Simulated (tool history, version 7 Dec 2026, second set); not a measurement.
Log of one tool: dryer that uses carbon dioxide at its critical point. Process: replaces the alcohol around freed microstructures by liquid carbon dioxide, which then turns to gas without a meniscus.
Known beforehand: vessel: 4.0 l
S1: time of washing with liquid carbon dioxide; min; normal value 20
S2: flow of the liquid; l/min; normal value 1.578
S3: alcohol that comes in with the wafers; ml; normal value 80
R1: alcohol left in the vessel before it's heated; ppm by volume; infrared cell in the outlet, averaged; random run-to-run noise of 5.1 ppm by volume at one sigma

Run 1, hour 0.0: usual settings. Result: R1 72 ppm by volume.
Run 2, hour 19.6: usual settings. Result: R1 71 ppm by volume.
Run 3, hour 48.9: usual settings. Result: R1 85 ppm by volume.
Run 4, hour 80.7: usual settings. Result: R1 92 ppm by volume.
Run 5, hour 99.0: usual settings. Result: R1 94 ppm by volume.
Run 6, hour 121.2: usual settings. Result: R1 92 ppm by volume.
Run 7, hour 145.3: usual settings. Result: R1 110 ppm by volume.
Run 8, hour 166.4: usual settings but S2 2.670 l/min, S3 58 ml. Result: R1 48 ppm by volume.
Run 9, hour 201.5: usual settings but S1 26 min, S2 2.110 l/min, S3 102 ml. Result: R1 42 ppm by volume.
Run 10, hour 225.2: usual settings but S2 1.800 l/min, S3 109 ml. Result: R1 85 ppm by volume.
Run 11, hour 257.7: usual settings but S1 14 min, S2 1.640 l/min, S3 82 ml. Result: R1 415 ppm by volume.
Run 12, hour 281.3: usual settings but S2 2.130 l/min, S3 46 ml. Result: R1 60 ppm by volume.
Run 13, hour 313.8: usual settings but S2 2.130 l/min, S3 46 ml. Result: R1 58 ppm by volume.

Measured less the same run without the tool's hidden state. The same run-to-run variation is in both; the gauge's scatter may not be:
Hidden state present: flow that reaches the vessel past the clogged filter, %; alcohol in the recycled carbon dioxide, ppm; drift of the gauge itself on alcohol_ppm, %.
run    R1
  1   +13
  2   +18
  3   +24
  4   +30
  5   +35
  6   +40
  7   +45
  8   +31
  9   +35
 10   +54
 11  +145
 12   +46
 13   +51
